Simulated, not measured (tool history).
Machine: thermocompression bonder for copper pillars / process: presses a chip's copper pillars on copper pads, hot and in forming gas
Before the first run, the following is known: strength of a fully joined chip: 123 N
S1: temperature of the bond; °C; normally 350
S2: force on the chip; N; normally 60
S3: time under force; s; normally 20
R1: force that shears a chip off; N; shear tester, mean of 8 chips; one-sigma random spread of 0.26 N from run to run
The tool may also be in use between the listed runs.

| run | hour | S1 | S2 | S3 | R1 |
|---|---|---|---|---|---|
| 1 | 0 | 350 | 60 | 20 | 50.2 |
| 2 | 42.7 | 350 | 60 | 20 | 49.7 |
| 3 | 63 | 350 | 60 | 20 | 50.2 |
| 4 | 107.3 | 350 | 60 | 20 | 50.1 |
| 5 | 142.3 | 350 | 60 | 20 | 50.4 |
| 6 | 180.3 | 350 | 60 | 20 | 49.9 |
| 7 | 209.2 | 350 | 60 | 20 | 50.5 |
| 8 | 249.2 | 350 | 60 | 20 | 50.6 |
| 9 | 293.2 | 350 | 60 | 20 | 49.9 |
| 10 | 327.7 | 350 | 60 | 20 | 50 |
|  | 330.8 | forming gas filter changed |
| 11 | 353.8 | 368 | 55 | 11 | 42.6 |
| 12 | 384.9 | 368 | 55 | 11 | 42.5 |
| 13 | 423.7 | 336 | 60 | 18 | 43.1 |
| 14 | 457.1 | 336 | 60 | 18 | 43.4 |
| 15 | 495.7 | 336 | 60 | 18 | 43 |
| 16 | 533.8 | 336 | 60 | 18 | 43.1 |

Estimate the outcome of run 17 from the log above:
| 17 | 564.3 | 345 | 60 | 18 | ? |

{"run 17": {"R1": 46.4}}
Were there no unlogged condition in the tool, this run, its random variation unchanged, would have produced R1 46.4 N.
